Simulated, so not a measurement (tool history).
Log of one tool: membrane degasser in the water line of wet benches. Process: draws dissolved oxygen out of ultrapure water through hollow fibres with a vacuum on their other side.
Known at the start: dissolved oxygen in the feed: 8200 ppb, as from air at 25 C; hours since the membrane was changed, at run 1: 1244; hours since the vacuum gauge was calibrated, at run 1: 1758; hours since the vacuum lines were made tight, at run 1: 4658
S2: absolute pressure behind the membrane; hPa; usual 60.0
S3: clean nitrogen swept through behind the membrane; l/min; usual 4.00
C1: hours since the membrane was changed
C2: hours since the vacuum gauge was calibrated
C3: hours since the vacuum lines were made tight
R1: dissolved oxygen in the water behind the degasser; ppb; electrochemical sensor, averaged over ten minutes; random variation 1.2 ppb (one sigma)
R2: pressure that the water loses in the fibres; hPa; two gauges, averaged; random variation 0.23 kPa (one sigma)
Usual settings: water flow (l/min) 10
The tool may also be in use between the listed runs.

{"run": 1, "day": 0.0, "water flow (l/min)": 10, "S2": 60.0, "S3": 4.0, "C1": 1244, "C2": 1758, "C3": 4658, "R1": 121.3, "R2": 606.0}
{"run": 2, "day": 1.771, "water flow (l/min)": 10, "S2": 60.0, "S3": 4.0, "C1": 1287, "C2": 1800, "C3": 4701, "R1": 125.5, "R2": 610.1}
{"run": 3, "day": 4.338, "water flow (l/min)": 10, "S2": 60.0, "S3": 4.0, "C1": 1348, "C2": 1862, "C3": 4763, "R1": 125.7, "R2": 603.6}
{"run": 4, "day": 7.642, "water flow (l/min)": 7, "S2": 60.0, "S3": 4.0, "C1": 1428, "C2": 1941, "C3": 4842, "R1": 49.5, "R2": 422.1}
{"day": 10.267, "done": "seals of the vacuum lines changed"}
{"run": 5, "day": 10.892, "water flow (l/min)": 7, "S2": 60.0, "S3": 4.0, "C1": 1504, "C2": 2017, "C3": 15, "R1": 49.2, "R2": 424.9}
{"run": 6, "day": 13.596, "water flow (l/min)": 10, "S2": 60.0, "S3": 4.0, "C1": 1569, "C2": 2082, "C3": 80, "R1": 128.0, "R2": 608.4}
{"run": 7, "day": 15.367, "water flow (l/min)": 10, "S2": 60.0, "S3": 4.0, "C1": 1611, "C2": 2124, "C3": 122, "R1": 127.4, "R2": 612.3}
{"run": 8, "day": 18.667, "water flow (l/min)": 10, "S2": 60.0, "S3": 4.0, "C1": 1690, "C2": 2204, "C3": 202, "R1": 126.1, "R2": 604.1}
{"run": 9, "day": 21.646, "water flow (l/min)": 10, "S2": 60.0, "S3": 4.0, "C1": 1762, "C2": 2275, "C3": 273, "R1": 128.0, "R2": 613.7}
{"day": 21.983, "done": "vacuum gauge calibrated"}
{"run": 10, "day": 24.942, "water flow (l/min)": 10, "S2": 60.0, "S3": 4.0, "C1": 1840, "C2": 71, "C3": 352, "R1": 129.4, "R2": 610.5}
{"run": 11, "day": 26.738, "water flow (l/min)": 9, "S2": 60.0, "S3": 10.37, "C1": 1884, "C2": 114, "C3": 395, "R1": 90.5, "R2": 550.6}
{"run": 12, "day": 29.904, "water flow (l/min)": 8, "S2": 135.9, "S3": 3.43, "C1": 1960, "C2": 190, "C3": 471, "R1": 118.8, "R2": 485.6}
{"run": 13, "day": 31.296, "water flow (l/min)": 14, "S2": 60.0, "S3": 9.07, "C1": 1993, "C2": 223, "C3": 504, "R1": 263.9, "R2": 855.8}
{"run": 14, "day": 33.679, "water flow (l/min)": 14, "S2": 149.7, "S3": 2.57, "C1": 2050, "C2": 281, "C3": 561, "R1": 395.4, "R2": 858.3}
{"run": 15, "day": 35.442, "water flow (l/min)": 14, "S2": 121.2, "S3": 4.0, "C1": 2092, "C2": 323, "C3": 604, "R1": 323.3, "R2": 857.3}
{"run": 16, "day": 37.242, "water flow (l/min)": 9, "S2": 94.4, "S3": 4.0, "C1": 2136, "C2": 366, "C3": 647, "R1": 119.1, "R2": 551.0}

5 ways to go on from here, each from the tool as it stands after run 16. What would each give?
{"day": 37.675, "done": "vacuum gauge calibrated, once more"}
{"run": "A", "day": 39.217, "water flow (l/min)": 14, "S2": 94.4, "S3": 4.0, "C1": 2183, "C2": 37, "C3": 694, "R1": "?", "R2": "?"}
{"day": 37.675, "done": "vacuum gauge calibrated, once more"}
{"run": "B", "day": 39.217, "water flow (l/min)": 9, "S2": 38.0, "S3": 11.17, "C1": 2183, "C2": 37, "C3": 694, "R1": "?", "R2": "?"}
{"day": 37.675, "done": "vacuum gauge calibrated, once more"}
{"run": "C", "day": 39.217, "water flow (l/min)": 9, "S2": 94.4, "S3": 8.53, "C1": 2183, "C2": 37, "C3": 694, "R1": "?", "R2": "?"}
{"day": 37.675, "done": "vacuum gauge calibrated, once more"}
{"run": "D", "day": 39.217, "water flow (l/min)": 10, "S2": 60.0, "S3": 3.85, "C1": 2183, "C2": 37, "C3": 694, "R1": "?", "R2": "?"}
{"day": 37.675, "done": "vacuum gauge calibrated, once more"}
{"run": "E", "day": 39.217, "water flow (l/min)": 10, "S2": 78.0, "S3": 5.4, "C1": 2183, "C2": 37, "C3": 694, "R1": "?", "R2": "?"}

run=A R1=308.4 R2=858.6
run=B R1=85.2 R2=552.0
run=C R1=100.7 R2=551.7
run=D R1=129.7 R2=609.1
run=E R1=134.1 R2=611.7
Without the tool's hidden state the same runs would have given:
run=A R1=279.1 R2=829.4
run=B R1=72.8 R2=533.3
run=C R1=88.1 R2=533.0
run=D R1=114.0 R2=588.3
run=E R1=118.2 R2=590.9
